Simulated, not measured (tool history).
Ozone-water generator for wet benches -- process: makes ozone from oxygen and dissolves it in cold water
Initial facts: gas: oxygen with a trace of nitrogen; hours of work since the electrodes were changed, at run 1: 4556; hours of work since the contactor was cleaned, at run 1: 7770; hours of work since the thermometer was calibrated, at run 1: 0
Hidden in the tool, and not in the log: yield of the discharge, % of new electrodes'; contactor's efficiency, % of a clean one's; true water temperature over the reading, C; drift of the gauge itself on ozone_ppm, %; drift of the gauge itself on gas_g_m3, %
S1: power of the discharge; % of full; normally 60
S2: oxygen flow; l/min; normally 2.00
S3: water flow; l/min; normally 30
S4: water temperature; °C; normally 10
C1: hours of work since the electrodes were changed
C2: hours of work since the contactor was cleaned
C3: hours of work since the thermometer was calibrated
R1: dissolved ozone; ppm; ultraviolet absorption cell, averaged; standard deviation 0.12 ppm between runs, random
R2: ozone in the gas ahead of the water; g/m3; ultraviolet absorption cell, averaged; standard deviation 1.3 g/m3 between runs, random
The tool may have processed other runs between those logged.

run    hour  S1    S2  S3  S4    C1     C2    C3    R1     R2
  1     0.0  60  2.00  30  10  4556   7770     0   9.4  215.4
  2   196.8  60  2.00  30  10  4741   7955   185   9.6  216.8
  3   347.3  60  2.00  30  10  4883   8097   327   9.4  216.6
  4   448.5  60  2.88  30  10  4978   8192   422  11.2  190.6
  5   615.9  60  2.88  30  10  5136   8350   579  11.1  190.7
  6   757.7  60  2.88  30  10  5269   8483   713  11.2  188.0
  7   954.0  60  2.88  30  10  5454   8668   897  11.1  189.2
  8  1121.5  60  2.00  30  10  5611   8825  1055   9.1  212.0
  9  1236.5  60  2.00  30  10  5719   8933  1163   9.5  213.8
 10  1372.9  60  2.00  30  10  5848   9062  1291   9.2  212.1
 11  1562.0  60  2.00  30  10  6025   9240  1469   9.1  213.3
 12  1688.9  60  2.00  30  10  6145   9359  1588   9.0  211.1
 13  1826.7  60  2.00  30  10  6274   9489  1718   9.0  210.2
 14  2001.7  60  3.10  30  10  6439   9653  1883  11.3  180.2
 15  2106.9  60  3.10  30  10  6538   9752  1982  11.1  180.5
 16  2307.1  70  3.11  30   5  6726   9940  2170  12.4  194.3
 17  2423.0  60  3.37  44  10  6835  10049  2279   7.4  173.1
 18  2618.8  60  3.37  26  15  7019  10234  2463  13.0  172.8
 19  2748.3  60  1.49  26   8  7141  10355  2585   9.2  226.6
 20  2866.8  74  3.11  30  12  7253  10467  2696  12.0  198.3

Estimate the outcome of run 21 from the log above:
 21  3040.5  63  1.59  35   7  7416  10630  2860   ?   ?

R1: 6.6 ppm
R2: 227.8 g/m3
Had the tool carried no hidden state, the very same run would have given R1 8.4 ppm, R2 267.8 g/m3.
